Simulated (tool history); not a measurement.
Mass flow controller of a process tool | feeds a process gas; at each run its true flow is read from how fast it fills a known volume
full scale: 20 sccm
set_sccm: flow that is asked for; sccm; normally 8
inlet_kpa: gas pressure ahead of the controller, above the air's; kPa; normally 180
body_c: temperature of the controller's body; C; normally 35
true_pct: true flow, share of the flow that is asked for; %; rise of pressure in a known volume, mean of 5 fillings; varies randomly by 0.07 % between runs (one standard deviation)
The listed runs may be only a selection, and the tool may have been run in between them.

run    hour  set_sccm  inlet_kpa  body_c  true_pct
  1       0         8        180      35     99.83
  2   145.6         3        180      35    101.28
  3   329.2         3        180      35    101.36
  4   416.9         3        180      35    101.54
  5   617.3         3        180      35    101.57
  6   801.8        14        180      35    100.15
  7   925.3        14        180      35    100.11
  8  1039.7        14        180      35    100.05
  9    1226        14        180      35    100.23
 10  1334.8        14        180      35    100.24
 11  1500.3        14        180      35    100.26
 12    1635         8        180      35    100.43
 13  1807.5         8        180      35    100.52
 14  1997.4         8        180      34    100.56
 15  2155.1         9        180      35    100.77
 16  2293.3         8        180      21    101.72
 17  2439.4         3        180      21    104.11
 18  2602.5         8        180      35    100.73
 19  2778.5         8        180      35    100.87
 20  2955.7         2        141      31    106.29
 21  3098.8         8        238      22    101.47
 22  3208.3         6        150      24    102.36
 23  3371.4         6        150      24     102.4
 24  3468.2         3        152      35    104.04
 25  3569.9         5        165      38    102.02
     3580.1  -- controller's zero set anew
 26  3732.9        18        165      38    101.45
 27  3842.6        18        188      35    101.69
     3979.5  -- controller's zero set anew, once more
 28  4033.3        18        188      35    100.15
 29  4152.3        10        231      30     99.59
 30  4300.2         8        235      35     99.12
 31    4487         2        172      38     99.14
 32  4632.2         4        154      25    100.13
 33  4822.5        16        157      25    101.13
 34  5016.6         8        180      29    100.14
 35  5128.3         3        270      29     99.78
 36  5223.2         3        270      29     99.93
 37  5405.2         3        270      29     99.93

How would selected steps in true_pct from run to run divide? Give the signed amount a tool lacking its hidden state would still show from settings, what came in and random variation, and the signed amount left for the hidden state, including any gauge scatter that is not in both of the compared results.
Hidden conditions of the tool in this case: flow at rest that the sensor doesn't see, % of full scale; true flow over the shown one, %; drift of the gauge itself on true_pct, %.
Run 16 -> 17: set_sccm 8 -> 3. true_pct +2.39 %: hidden state +2.93, all else -0.54.
Run 17 -> 18: set_sccm 3 -> 8, body_c 21 -> 35. true_pct -3.38 %: hidden state -2.8, all else -0.58.
Run 19 -> 20: set_sccm 8 -> 2, inlet_kpa 180 -> 141, body_c 35 -> 31. true_pct +5.42 %: hidden state +5.57, all else -0.15.
Run 20 -> 21: set_sccm 2 -> 8, inlet_kpa 141 -> 238, body_c 31 -> 22. true_pct -4.82 %: hidden state -5.45, all else +0.63.
